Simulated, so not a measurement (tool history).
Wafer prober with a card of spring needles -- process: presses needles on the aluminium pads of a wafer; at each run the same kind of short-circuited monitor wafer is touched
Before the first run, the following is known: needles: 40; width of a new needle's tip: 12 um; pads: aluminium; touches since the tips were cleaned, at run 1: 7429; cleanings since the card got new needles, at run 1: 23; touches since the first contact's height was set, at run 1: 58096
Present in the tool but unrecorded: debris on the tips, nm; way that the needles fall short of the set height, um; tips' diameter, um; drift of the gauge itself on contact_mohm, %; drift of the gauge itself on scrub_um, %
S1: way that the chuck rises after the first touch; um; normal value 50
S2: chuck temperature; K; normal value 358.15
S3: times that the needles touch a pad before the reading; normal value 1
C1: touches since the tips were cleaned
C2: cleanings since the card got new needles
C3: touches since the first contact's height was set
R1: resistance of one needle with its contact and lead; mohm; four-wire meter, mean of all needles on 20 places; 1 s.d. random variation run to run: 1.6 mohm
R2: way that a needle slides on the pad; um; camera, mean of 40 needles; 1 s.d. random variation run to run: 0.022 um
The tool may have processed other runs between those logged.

Run 1, hour 0.0: usual settings; C1 7429; C2 23; C3 58096. Result: R1 148 mohm, R2 10.76 um.
At hour 4.2: tips cleaned on abrasive film.
At hour 20.7: tips cleaned on abrasive film.
At hour 40.8: tips cleaned on abrasive film.
Run 2, hour 55.4: usual settings but S3 2; C1 7831; C2 26; C3 87753. Result: R1 149 mohm, R2 10.80 um.
At hour 59.6: tips cleaned on abrasive film.
At hour 79.9: tips cleaned on abrasive film.
At hour 96.3: tips cleaned on abrasive film.
At hour 116.9: tips cleaned on abrasive film.
At hour 137.0: tips cleaned on abrasive film.
Run 3, hour 138.5: usual settings but S1 32 um; C1 771; C2 31; C3 132202. Result: R1 154 mohm, R2 6.91 um.
At hour 154.9: tips cleaned on abrasive film.
At hour 175.0: tips cleaned on abrasive film.
Run 4, hour 179.1: usual settings but S1 32 um; C1 2199; C2 33; C3 153986. Result: R1 156 mohm, R2 6.88 um.
At hour 195.6: tips cleaned on abrasive film.
At hour 216.0: tips cleaned on abrasive film.
At hour 228.2: height of the first contact set anew.
Run 5, hour 228.2: usual settings but S1 38 um; C1 6447; C2 35; C3 0. Result: R1 155 mohm, R2 8.16 um.
At hour 236.5: tips cleaned on abrasive film.
At hour 256.3: tips cleaned on abrasive film.
At hour 272.8: tips cleaned on abrasive film.
At hour 293.3: tips cleaned on abrasive film.
At hour 310.1: tips cleaned on abrasive film.
Run 6, hour 310.1: usual settings but S1 38 um; C1 0; C2 40; C3 43810. Result: R1 151 mohm, R2 8.20 um.
At hour 330.7: tips cleaned on abrasive film.
At hour 351.0: tips cleaned on abrasive film.
At hour 371.3: tips cleaned on abrasive film.
Run 7, hour 371.3: usual settings but S1 38 um, S2 311.15 K; C1 0; C2 43; C3 76578. Result: R1 142 mohm, R2 8.22 um.
At hour 387.8: tips cleaned on abrasive film.
At hour 407.5: tips cleaned on abrasive film.
At hour 428.0: tips cleaned on abrasive film.
Run 8, hour 436.5: usual settings but S1 38 um, S2 311.15 K; C1 4611; C2 46; C3 111538. Result: R1 146 mohm, R2 8.20 um.
At hour 444.8: tips cleaned on abrasive film.
At hour 465.4: tips cleaned on abrasive film.
Run 9, hour 481.7: usual settings but S1 38 um, S2 311.15 K; C1 8773; C2 48; C3 135731. Result: R1 144 mohm, R2 8.22 um.
At hour 485.9: tips cleaned on abrasive film.
At hour 502.3: tips cleaned on abrasive film.
At hour 522.4: tips cleaned on abrasive film.
Run 10, hour 522.4: usual settings but S1 38 um, S2 311.15 K; C1 0; C2 51; C3 157464. Result: R1 145 mohm, R2 8.21 um.
At hour 542.5: tips cleaned on abrasive film.
At hour 559.0: tips cleaned on abrasive film.
At hour 563.4: height of the first contact set anew.
At hour 579.9: tips cleaned on abrasive film.
At hour 600.4: tips cleaned on abrasive film.
Run 11, hour 605.3: usual settings but S1 38 um, S2 311.15 K; C1 2641; C2 55; C3 22467. Result: R1 146 mohm, R2 8.22 um.
At hour 617.7: tips cleaned on abrasive film.
At hour 638.3: tips cleaned on abrasive film.
At hour 658.5: tips cleaned on abrasive film.
At hour 678.5: tips cleaned on abrasive film.
Run 12, hour 690.9: usual settings but S2 349.15 K; C1 6647; C2 59; C3 68302. Result: R1 147 mohm, R2 10.82 um.
At hour 695.2: tips cleaned on abrasive film.
At hour 711.6: tips cleaned on abrasive film.
At hour 728.1: tips cleaned on abrasive film.
At hour 748.5: tips cleaned on abrasive film.
Run 13, hour 753.7: usual settings but S2 349.15 K, S3 2; C1 2794; C2 63; C3 101893. Result: R1 148 mohm, R2 10.87 um.
At hour 766.1: tips cleaned on abrasive film.
At hour 782.5: tips cleaned on abrasive film.
Run 14, hour 791.9: usual settings but S2 349.15 K, S3 2; C1 5029; C2 65; C3 122344. Result: R1 147 mohm, R2 10.86 um.
At hour 799.7: tips cleaned on abrasive film.
At hour 819.6: tips cleaned on abrasive film.
At hour 839.8: tips cleaned on abrasive film.
At hour 859.8: tips cleaned on abrasive film.
Run 15, hour 867.5: usual settings but S1 30 um, S2 303.15 K, S3 2; C1 4174; C2 69; C3 162844. Result: R1 147 mohm, R2 6.51 um.
At hour 879.9: tips cleaned on abrasive film.
At hour 900.4: tips cleaned on abrasive film.
At hour 900.7: height of the first contact set anew.
At hour 920.9: tips cleaned on abrasive film.
At hour 937.4: tips cleaned on abrasive film.
Run 16, hour 939.5: usual settings but S1 30 um, S2 303.15 K, S3 2; C1 1154; C2 73; C3 20764. Result: R1 147 mohm, R2 6.52 um.
At hour 956.0: tips cleaned on abrasive film.
At hour 976.2: tips cleaned on abrasive film.
At hour 994.3: tips cleaned on abrasive film.
Run 17, hour 994.3: usual settings but S1 35 um, S2 301.15 K; C1 0; C2 76; C3 50115. Result: R1 144 mohm, R2 7.58 um.
At hour 1010.8: tips cleaned on abrasive film.
At hour 1027.3: tips cleaned on abrasive film.
At hour 1046.9: tips cleaned on abrasive film.
Run 18, hour 1047.8: usual settings but S1 58 um, S2 301.15 K, S3 2; C1 451; C2 79; C3 78716. Result: R1 141 mohm, R2 12.58 um.
At hour 1063.8: tips cleaned on abrasive film.
At hour 1080.3: tips cleaned on abrasive film.
At hour 1100.4: tips cleaned on abrasive film.
Run 19, hour 1112.2: usual settings but S1 53 um, S2 364.15 K, S3 2; C1 6332; C2 82; C3 113233. Result: R1 152 mohm, R2 11.51 um.
At hour 1120.5: tips cleaned on abrasive film.
At hour 1140.9: tips cleaned on abrasive film.
At hour 1160.8: tips cleaned on abrasive film.
At hour 1181.4: tips cleaned on abrasive film.
Run 20, hour 1189.9: usual settings but S1 60 um, S2 306.15 K, S3 2; C1 4605; C2 86; C3 154868. Result: R1 139 mohm, R2 13.08 um.
At hour 1198.2: tips cleaned on abrasive film.
At hour 1218.3: tips cleaned on abrasive film.
At hour 1235.0: height of the first contact set anew.
At hour 1239.2: tips cleaned on abrasive film.
At hour 1259.7: tips cleaned on abrasive film.
Run 21, hour 1260.0: usual settings but S1 41 um, S3 2; C1 169; C2 90; C3 13387. Result: R1 153 mohm, R2 8.90 um.
At hour 1276.5: tips cleaned on abrasive film.
At hour 1297.1: tips cleaned on abrasive film.
Run 22, hour 1305.1: usual settings but S1 35 um; C1 4343; C2 92; C3 37554. Result: R1 155 mohm, R2 7.59 um.
At hour 1317.5: tips cleaned on abrasive film.
At hour 1338.1: tips cleaned on abrasive film.
At hour 1358.2: tips cleaned on abrasive film.
At hour 1378.5: tips cleaned on abrasive film.
Run 23, hour 1380.9: usual settings but S1 38 um, S2 301.15 K; C1 1307; C2 96; C3 78132. Result: R1 143 mohm, R2 8.27 um.
At hour 1397.4: tips cleaned on abrasive film.
At hour 1417.9: tips cleaned on abrasive film.
At hour 1434.4: tips cleaned on abrasive film.
At hour 1454.8: tips cleaned on abrasive film.
Run 24, hour 1470.8: usual settings but S1 38 um, S2 301.15 K; C1 8606; C2 100; C3 126277. Result: R1 143 mohm, R2 8.30 um.
At hour 1474.9: tips cleaned on abrasive film.
At hour 1495.5: tips cleaned on abrasive film.
At hour 1516.0: tips cleaned on abrasive film.
At hour 1536.2: tips cleaned on abrasive film.
At hour 1556.3: tips cleaned on abrasive film.
Run 25, hour 1559.0: usual settings but S2 372.15 K; C1 1443; C2 105; C3 173493. Result: R1 150 mohm, R2 10.93 um.
At hour 1571.5: height of the first contact set anew.
At hour 1575.4: tips cleaned on abrasive film.
At hour 1591.8: tips cleaned on abrasive film.
At hour 1612.4: tips cleaned on abrasive film.
At hour 1632.2: tips cleaned on abrasive film.
Run 26, hour 1632.2: usual settings but S2 372.15 K; C1 0; C2 109; C3 32448. Result: R1 149 mohm, R2 10.90 um.

Alternative continuations, all from the tool just after run 26; predict every row:
At hour 1652.8: tips cleaned on abrasive film.
At hour 1672.9: tips cleaned on abrasive film.
At hour 1693.5: tips cleaned on abrasive film.
At hour 1709.9: tips cleaned on abrasive film.
Run A, hour 1711.3: usual settings but S1 62 um, S2 336.15 K, S3 2; C1 723; C2 113; C3 74798. Result: R1 ?, R2 ?.
At hour 1652.8: tips cleaned on abrasive film.
At hour 1672.9: tips cleaned on abrasive film.
At hour 1693.5: tips cleaned on abrasive film.
At hour 1709.9: tips cleaned on abrasive film.
Run B, hour 1711.3: usual settings but S2 372.15 K, S3 3; C1 723; C2 113; C3 74798. Result: R1 ?, R2 ?.
At hour 1652.8: tips cleaned on abrasive film.
At hour 1672.9: tips cleaned on abrasive film.
At hour 1693.5: tips cleaned on abrasive film.
At hour 1709.9: tips cleaned on abrasive film.
Run C, hour 1711.3: usual settings but S1 68 um, S2 317.15 K; C1 723; C2 113; C3 74798. Result: R1 ?, R2 ?.

run   R1     R2
  A  141  13.54
  B  153  10.94
  C  141  14.89
The same runs, with their run-to-run variation unchanged, on a tool lacking any hidden condition would have given:
run   R1     R2
  A  141  13.35
  B  153  10.79
  C  141  14.68

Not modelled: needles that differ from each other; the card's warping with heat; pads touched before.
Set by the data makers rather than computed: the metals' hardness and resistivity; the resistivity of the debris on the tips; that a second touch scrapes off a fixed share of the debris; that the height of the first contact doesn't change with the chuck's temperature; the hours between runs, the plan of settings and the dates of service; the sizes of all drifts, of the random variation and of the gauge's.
